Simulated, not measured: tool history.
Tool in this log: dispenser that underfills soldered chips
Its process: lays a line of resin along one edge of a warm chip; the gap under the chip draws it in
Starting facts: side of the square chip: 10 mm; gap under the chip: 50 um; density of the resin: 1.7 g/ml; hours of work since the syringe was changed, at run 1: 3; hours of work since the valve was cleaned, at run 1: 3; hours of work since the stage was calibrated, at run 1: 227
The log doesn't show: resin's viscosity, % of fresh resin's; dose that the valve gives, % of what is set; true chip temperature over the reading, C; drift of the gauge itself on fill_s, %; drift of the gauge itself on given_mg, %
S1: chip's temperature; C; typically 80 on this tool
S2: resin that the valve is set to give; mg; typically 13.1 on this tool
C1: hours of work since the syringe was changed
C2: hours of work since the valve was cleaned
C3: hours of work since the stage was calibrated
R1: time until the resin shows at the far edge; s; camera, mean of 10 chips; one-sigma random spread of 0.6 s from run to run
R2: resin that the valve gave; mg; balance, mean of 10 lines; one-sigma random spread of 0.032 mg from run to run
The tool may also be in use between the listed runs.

| run | day | S1 | S2 | C1 | C2 | C3 | R1 | R2 |
|---|---|---|---|---|---|---|---|---|
| 1 | 0.000 | 80 | 13.1 | 3 | 3 | 227 | 65.0 | 13.06 |
| 2 | 0.308 | 95 | 13.1 | 8 | 8 | 232 | 65.3 | 13.03 |
|  | 0.592 | new syringe of resin |
| 3 | 0.633 | 80 | 12.8 | 1 | 13 | 237 | 55.5 | 12.61 |
| 4 | 0.942 | 80 | 12.8 | 6 | 18 | 242 | 84.6 | 12.63 |
| 5 | 1.108 | 80 | 12.8 | 8 | 20 | 244 | 103.3 | 12.56 |
| 6 | 1.317 | 80 | 12.8 | 12 | 24 | 248 | 137.2 | 12.62 |
|  | 1.354 | new syringe of resin |
| 7 | 1.575 | 83 | 13.1 | 4 | 28 | 252 | 64.4 | 12.80 |
| 8 | 1.867 | 83 | 13.1 | 8 | 32 | 256 | 96.1 | 12.83 |
|  | 2.117 | new syringe of resin |
| 9 | 2.133 | 83 | 13.1 | 0 | 36 | 261 | 50.4 | 12.77 |
| 10 | 2.496 | 83 | 13.1 | 6 | 42 | 266 | 78.8 | 12.70 |
| 11 | 2.704 | 83 | 13.1 | 9 | 46 | 270 | 104.3 | 12.64 |
|  | 2.879 | new syringe of resin |
| 12 | 3.029 | 83 | 11.8 | 2 | 51 | 275 | 60.7 | 11.30 |
|  | 3.196 | dispensing valve cleaned and set on the balance |
| 13 | 3.433 | 83 | 11.8 | 8 | 4 | 281 | 98.8 | 11.80 |
|  | 3.696 | new syringe of resin |
| 14 | 3.738 | 80 | 13.1 | 1 | 9 | 285 | 56.1 | 13.08 |
| 15 | 3.892 | 80 | 15.0 | 3 | 11 | 288 | 68.1 | 14.87 |
| 16 | 4.075 | 90 | 15.0 | 6 | 14 | 291 | 64.6 | 14.88 |
| 17 | 4.304 | 90 | 15.0 | 10 | 18 | 294 | 88.4 | 14.82 |
|  | 4.450 | new syringe of resin |
| 18 | 4.471 | 67 | 13.1 | 0 | 20 | 297 | 81.0 | 12.83 |
| 19 | 4.825 | 67 | 13.1 | 6 | 26 | 303 | 129.3 | 12.81 |
| 20 | 5.054 | 67 | 13.1 | 10 | 30 | 306 | 176.0 | 12.79 |
|  | 5.208 | new syringe of resin |
| 21 | 5.442 | 91 | 11.3 | 4 | 36 | 312 | 54.1 | 11.00 |
| 22 | 5.717 | 71 | 12.1 | 8 | 40 | 317 | 138.1 | 11.75 |
|  | 5.958 | new syringe of resin |
| 23 | 6.079 | 82 | 12.1 | 2 | 46 | 322 | 61.4 | 11.69 |
| 24 | 6.292 | 82 | 12.1 | 5 | 49 | 326 | 82.3 | 11.60 |
|  | 6.538 | dispensing valve cleaned and set on the balance |
| 25 | 6.646 | 92 | 11.7 | 10 | 2 | 331 | 94.0 | 11.71 |
|  | 6.762 | new syringe of resin |
| 26 | 6.967 | 87 | 14.8 | 3 | 7 | 336 | 56.6 | 14.74 |
| 27 | 7.125 | 87 | 14.8 | 6 | 9 | 338 | 68.9 | 14.65 |
| 28 | 7.292 | 90 | 13.1 | 8 | 12 | 341 | 80.8 | 12.98 |
| 29 | 7.446 | 90 | 14.6 | 11 | 14 | 343 | 97.6 | 14.43 |
|  | 7.521 | new syringe of resin |
| 30 | 7.621 | 90 | 14.6 | 2 | 17 | 346 | 46.2 | 14.42 |
| 31 | 7.821 | 75 | 13.1 | 5 | 20 | 349 | 97.7 | 12.90 |
| 32 | 8.092 | 77 | 13.1 | 9 | 25 | 354 | 129.2 | 12.80 |
|  | 8.275 | new syringe of resin |
| 33 | 8.283 | 89 | 15.6 | 0 | 27 | 356 | 41.5 | 15.23 |
| 34 | 8.654 | 89 | 11.6 | 6 | 33 | 362 | 70.3 | 11.29 |
| 35 | 8.925 | 89 | 11.6 | 10 | 38 | 367 | 102.1 | 11.24 |
|  | 9.050 | new syringe of resin |
| 36 | 9.196 | 71 | 13.0 | 2 | 42 | 371 | 85.7 | 12.56 |
| 37 | 9.442 | 90 | 13.7 | 6 | 46 | 375 | 68.1 | 13.14 |

Table of differences, measured result less the result of that run with no hidden state. Run-to-run variation is the same in both. Gauge scatter possibly is not:
| run | R1 | R2 |
|---|---|---|
| 1 | +14.5 | +0.00 |
| 2 | +31.4 | -0.06 |
| 3 | +3.5 | -0.11 |
| 4 | +32.2 | -0.16 |
| 5 | +52.0 | -0.19 |
| 6 | +85.4 | -0.22 |
| 7 | +17.4 | -0.27 |
| 8 | +48.1 | -0.32 |
| 9 | +2.0 | -0.37 |
| 10 | +32.2 | -0.42 |
| 11 | +57.2 | -0.47 |
| 12 | +12.8 | -0.46 |
| 13 | +50.4 | -0.02 |
| 14 | +4.5 | -0.07 |
| 15 | +17.1 | -0.12 |
| 16 | +26.6 | -0.15 |
| 17 | +50.3 | -0.19 |
| 18 | +5.5 | -0.20 |
| 19 | +54.1 | -0.25 |
| 20 | +100.4 | -0.30 |
| 21 | +15.6 | -0.31 |
| 22 | +69.4 | -0.37 |
| 23 | +11.7 | -0.43 |
| 24 | +32.0 | -0.46 |
| 25 | +55.4 | -0.02 |
| 26 | +14.0 | -0.09 |
| 27 | +27.0 | -0.12 |
| 28 | +41.4 | -0.14 |
| 29 | +58.7 | -0.19 |
| 30 | +8.1 | -0.22 |
| 31 | +36.3 | -0.23 |
| 32 | +72.4 | -0.28 |
| 33 | +1.5 | -0.37 |
| 34 | +29.2 | -0.33 |
| 35 | +60.3 | -0.37 |
| 36 | +18.2 | -0.46 |
| 37 | +29.3 | -0.53 |
